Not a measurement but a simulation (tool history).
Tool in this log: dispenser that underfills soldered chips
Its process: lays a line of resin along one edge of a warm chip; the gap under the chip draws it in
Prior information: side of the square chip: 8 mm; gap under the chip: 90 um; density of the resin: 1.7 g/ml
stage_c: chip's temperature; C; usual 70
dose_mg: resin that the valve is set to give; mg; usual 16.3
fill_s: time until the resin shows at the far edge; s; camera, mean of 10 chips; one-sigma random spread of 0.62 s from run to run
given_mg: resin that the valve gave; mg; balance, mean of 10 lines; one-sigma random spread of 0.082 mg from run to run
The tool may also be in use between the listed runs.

run,hour,stage_c,dose_mg,fill_s,given_mg
1,0.0,70,16.3,72.2,15.96
2,2.3,70,16.3,79.5,16.14
3,5.8,70,16.3,89.9,15.97
4,10.1,70,16.3,108.4,16.02
# hour 10.8: new syringe of resin
5,14.4,62,16.3,92.1,15.94
6,17.1,79,16.3,48.2,16.09
7,19.5,79,16.3,53.8,15.97
8,24.0,70,16.3,95.8,15.85
# hour 28.2: new syringe of resin
9,28.6,70,16.3,56.3,15.93
10,31.1,75,16.7,50.6,16.24
11,36.0,70,14.4,77.4,13.99
12,39.4,61,14.6,137.1,14.16
13,42.1,67,20.5,113.9,19.99
# hour 45.5: new syringe of resin
14,45.9,64,18.4,72.0,17.84
15,49.0,70,20.2,62.2,19.59
16,53.8,70,20.2,74.7,19.46
17,58.5,70,20.2,91.7,19.41
18,62.1,74,20.9,89.5,20.12

Forecast each of these 3 alternatives for the next run:
# hour 62.7: new syringe of resin
A,65.6,62,17.8,?,?
# hour 62.7: new syringe of resin
B,65.6,60,18.6,?,?
# hour 62.7: new syringe of resin
C,65.6,65,20.9,?,?

run,fill_s,given_mg
A,88.8,17.12
B,95.5,17.84
C,76.2,20.27
With the hidden condition removed and each run's random variation left untouched, the same runs would have given:
run,fill_s,given_mg
A,78.6,17.85
B,84.6,18.60
C,67.6,21.13
